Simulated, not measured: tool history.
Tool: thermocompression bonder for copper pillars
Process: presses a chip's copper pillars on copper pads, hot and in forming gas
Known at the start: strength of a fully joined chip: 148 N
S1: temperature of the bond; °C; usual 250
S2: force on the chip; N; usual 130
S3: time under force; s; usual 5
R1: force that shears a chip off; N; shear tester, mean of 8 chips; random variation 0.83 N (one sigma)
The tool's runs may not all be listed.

run    hour   S1   S2  S3    R1
  1       0  250  130   5  62.1
       13.5  -- forming gas filter changed
  2    26.4  250  130   5  66.5
  3    54.7  250  130   5  66.8
  4    71.4  250  130   5  65.5
  5   103.1  250  130   5  63.2
  6   122.2  250  130   5  63.1
  7   148.7  254  130   5  65.3
  8   168.4  254  130   7  73.2
  9   201.2  254  130   7  73.1
 10   229.4  250  130   5  59.2
      258.2  -- forming gas filter changed
 11     270  250  130   5  62.4
 12   291.9  250  130   5  62.3
      332.6  -- force cell calibrated
 13   333.1  250  130   5  61.9
 14   362.7  250  130   4  57.8
 15   388.1  250  130   4  56.3
 16     409  250  130   4  55.6
 17   432.2  250  130   5    59
 18   469.8  250  130   7  64.8
      504.1  -- forming gas filter changed
 19   504.1  250  104   5  57.2
      522.4  -- force cell calibrated, once more
 20   534.5  227  104   7  37.7
 21   556.2  250  154   8  73.5
 22   580.3  278   95  10  92.6
 23   606.8  232  175   5  45.8
 24   630.6  250   99  14  69.1
 25     648  250   99  14  68.9
 26   677.9  250   99  14  69.2
 27   698.4  256  130   5  57.4
 28   734.8  256  130   5  56.5
        750  -- forming gas filter changed
 29   755.3  222  195   5  39.6
 30   776.4  222  152   5  33.8
      813.4  -- heater calibrated with a thermocouple chip
 31   816.2  243   93   7    54
 32     853  279  135   5  96.4
 33   886.4  253  111   8  72.4
 34   918.3  237  168   8  66.7
 35   935.5  237  168   8  65.8
 36   974.1  249  180   8  77.7
      995.1  -- forming gas filter changed
 37  1014.9  265  107   4  68.7
 38    1038  267   78   4  57.8

Measured less the same run without the tool's hidden state. The same run-to-run variation is in both; the gauge's scatter may not be:
The hidden state here: true temperature of the bond over the reading, C; force that reaches the chip, % of what is set; oxide that the forming gas leaves, % of the face; drift of the gauge itself on shear_n, %.
run     R1
  1   -4.9
  2   +0.2
  3   -0.9
  4   -1.6
  5   -2.8
  6   -3.5
  7   -4.6
  8   -5.9
  9   -7.5
 10   -7.4
 11   -2.6
 12   -3.4
 13   -3.4
 14   -4.3
 15   -5.2
 16   -5.9
 17   -7.3
 18   -9.5
 19   -3.4
 20   -7.2
 21  -11.1
 22  -12.1
 23  -10.7
 24    -14
 25    -15
 26  -16.6
 27  -15.2
 28  -16.6
 29   -9.5
 30   -9.1
 31   -1.6
 32   -4.7
 33   -5.2
 34   -6.4
 35     -7
 36   -9.8
 37   -2.7
 38   -3.4

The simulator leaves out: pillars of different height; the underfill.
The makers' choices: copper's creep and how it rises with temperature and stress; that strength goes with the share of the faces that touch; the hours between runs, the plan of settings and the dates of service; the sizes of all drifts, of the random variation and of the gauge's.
